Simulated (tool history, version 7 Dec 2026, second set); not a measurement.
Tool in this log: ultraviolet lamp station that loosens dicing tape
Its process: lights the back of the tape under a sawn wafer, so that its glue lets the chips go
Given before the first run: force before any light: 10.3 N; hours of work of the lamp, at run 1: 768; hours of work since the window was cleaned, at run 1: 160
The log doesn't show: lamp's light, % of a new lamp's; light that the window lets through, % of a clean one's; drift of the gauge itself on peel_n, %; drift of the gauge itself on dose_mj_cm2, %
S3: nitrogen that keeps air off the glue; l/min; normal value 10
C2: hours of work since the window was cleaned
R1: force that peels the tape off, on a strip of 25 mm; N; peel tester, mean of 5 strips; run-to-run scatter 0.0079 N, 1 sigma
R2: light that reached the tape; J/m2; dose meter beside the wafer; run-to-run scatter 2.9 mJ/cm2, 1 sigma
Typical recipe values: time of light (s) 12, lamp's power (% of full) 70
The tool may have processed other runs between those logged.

Run 1, hour 0: usual settings; hours of work of the lamp 768; C2 160. Result: R1 0.643 N, R2 2980 J/m2.
Run 2, hour 13.9: usual settings; hours of work of the lamp 778; C2 170. Result: R1 0.671 N, R2 2980 J/m2.
Run 3, hour 28.3: usual settings; hours of work of the lamp 788; C2 180. Result: R1 0.662 N, R2 2960 J/m2.
Run 4, hour 41: usual settings but time of light (s) 8; hours of work of the lamp 797; C2 189. Result: R1 1.583 N, R2 1950 J/m2.
Run 5, hour 58.4: usual settings but time of light (s) 8; hours of work of the lamp 809; C2 202. Result: R1 1.58 N, R2 1980 J/m2.
Run 6, hour 81.5: usual settings but time of light (s) 8; hours of work of the lamp 826; C2 218. Result: R1 1.58 N, R2 1940 J/m2.
Run 7, hour 105.1: usual settings but time of light (s) 8; hours of work of the lamp 843; C2 235. Result: R1 1.626 N, R2 1890 J/m2.
Run 8, hour 123.2: usual settings but time of light (s) 8; hours of work of the lamp 855; C2 248. Result: R1 1.667 N, R2 1900 J/m2.
Run 9, hour 148: usual settings but time of light (s) 8; hours of work of the lamp 873; C2 265. Result: R1 1.653 N, R2 1880 J/m2.
Run 10, hour 170: usual settings but lamp's power (% of full) 71, S3 4 l/min; hours of work of the lamp 889; C2 281. Result: R1 1.615 N, R2 2800 J/m2.
Run 11, hour 185.5: usual settings but lamp's power (% of full) 89, S3 4 l/min; hours of work of the lamp 900; C2 292. Result: R1 1.098 N, R2 3500 J/m2.
Run 12, hour 205.9: usual settings but time of light (s) 23, lamp's power (% of full) 63, S3 4 l/min; hours of work of the lamp 914; C2 307. Result: R1 0.556 N, R2 4690 J/m2.
Run 13, hour 222.8: usual settings but time of light (s) 7; hours of work of the lamp 926; C2 319. Result: R1 2.22 N, R2 1560 J/m2.
Run 14, hour 241.8: usual settings but time of light (s) 7, S3 9 l/min; hours of work of the lamp 940; C2 332. Result: R1 2.453 N, R2 1570 J/m2.
At hour 244: window cleaned of glue's vapour.
Run 15, hour 256.3: usual settings but time of light (s) 11, lamp's power (% of full) 84, S3 13 l/min; hours of work of the lamp 950; C2 9. Result: R1 0.481 N, R2 3130 J/m2.

4 options for the next run, each taken on its own from the tool as it stands now. Forecast them:
Run A, hour 278.3: usual settings but time of light (s) 11, lamp's power (% of full) 84, S3 5 l/min; hours of work of the lamp 965; C2 24. Result: R1 ?, R2 ?.
Run B, hour 278.3: usual settings but time of light (s) 11, lamp's power (% of full) 65, S3 17 l/min; hours of work of the lamp 965; C2 24. Result: R1 ?, R2 ?.
Run C, hour 278.3: usual settings but time of light (s) 11, lamp's power (% of full) 84, S3 7 l/min; hours of work of the lamp 965; C2 24. Result: R1 ?, R2 ?.
Run D, hour 278.3: usual settings but time of light (s) 14, lamp's power (% of full) 74, S3 13 l/min; hours of work of the lamp 965; C2 24. Result: R1 ?, R2 ?.

run     R1    R2
  A   1.11  3070
  B  0.686  2380
  C  0.839  3090
  D  0.378  3450
The same runs, with their run-to-run variation unchanged, on a tool lacking any hidden condition would have given:
run     R1    R2
  A  0.453  4660
  B  0.283  3620
  C  0.331  4690
  D  0.201  5250
